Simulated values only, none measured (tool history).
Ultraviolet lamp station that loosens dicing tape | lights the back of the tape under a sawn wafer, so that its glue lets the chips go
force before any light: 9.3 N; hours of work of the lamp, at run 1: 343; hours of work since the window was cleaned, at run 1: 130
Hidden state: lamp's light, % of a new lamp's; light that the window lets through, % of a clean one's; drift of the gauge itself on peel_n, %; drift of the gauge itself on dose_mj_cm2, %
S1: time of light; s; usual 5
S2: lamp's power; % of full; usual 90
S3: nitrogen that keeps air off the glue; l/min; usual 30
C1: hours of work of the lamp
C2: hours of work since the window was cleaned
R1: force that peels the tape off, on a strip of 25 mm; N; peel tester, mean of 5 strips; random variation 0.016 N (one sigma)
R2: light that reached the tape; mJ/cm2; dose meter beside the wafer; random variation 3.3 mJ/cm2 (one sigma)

run   hour  S1  S2  S3   C1   C2     R1   R2
  1      0   5  90  30  343  130  1.002  449
  2   34.3   5  92  30  367  153   0.98  460
  3   55.9   5  92  30  382  168  0.996  455
  4     76   5  92  30  396  182  0.927  449
  5    104   5  92  30  415  201  1.029  449
  6    142   6  90  30  441  227  0.722  525
  7  184.1   6  90  30  470  256  0.753  502
  8  203.9   7  90  30  483  270   0.51  591
  9  232.2   8  90  30  503  289  0.399  666
 10  263.4   8  90  59  524  311  0.206  660
 11  292.3   5  90  14  544  330  2.157  407
     315.9  -- window cleaned of glue's vapour
 12    317   5  90  30  561    1  1.459  375
 13  340.7   5  90  30  577   17  1.464  366
 14    365   5  90  30  594   34  1.513  363
 15  382.2   5  90  30  606   46  1.517  361
 16  412.6   5  90  30  626   66  1.641  356
 17  434.9   5  90  30  642   82  1.585  354
 18  475.5   5  90  30  670  110  1.579  347
     496.1  -- window cleaned of glue's vapour, once more
 19  498.5   5  93  54  685    2  0.635  453
 20  517.5   8  90  43  698   15  0.244  685
 21  536.9   8  97  15  712   28  0.644  737
 22  563.9   7  98  34  730   47  0.367  649
 23  585.1   5  71  18  745   61  2.405  322
 24  606.4   3  90  33  759   76  2.525  249
 25  636.5   6  70  46  780   96  1.018  380
 26  671.8   6  70  46  804  121  1.031  376
 27    703   7  90  11  826  142  1.482  565
 28  721.2   2  80  16  838  155  5.538  140
 29  747.7   8  70  25  856  173  0.967  491
 30    770   5  87  39  872  188  1.212  372
 31  804.3   5  63  15  895  212  3.317  267
 32    833   9  94  59  915  231  0.175  703
 33  851.5   9  94  59  928  244  0.165  701

5 ways to go on from here, each from the tool as it stands after run 33. What would each give?
  A   870   3  75  30  940  257   ?   ?
  B   870   5  98  30  940  257   ?   ?
  C   870   8  90  22  940  257   ?   ?
  D   870   6  75  30  940  257   ?   ?
  E   870   6  66  33  940  257   ?   ?

run     R1   R2
  A  3.834  186
  B  1.232  402
  C  0.707  598
  D    1.4  374
  E  1.686  326
Without the tool's hidden state the same runs would have given:
run     R1   R2
  A  2.686  257
  B  0.593  557
  C  0.299  828
  D  0.703  517
  E  0.901  452

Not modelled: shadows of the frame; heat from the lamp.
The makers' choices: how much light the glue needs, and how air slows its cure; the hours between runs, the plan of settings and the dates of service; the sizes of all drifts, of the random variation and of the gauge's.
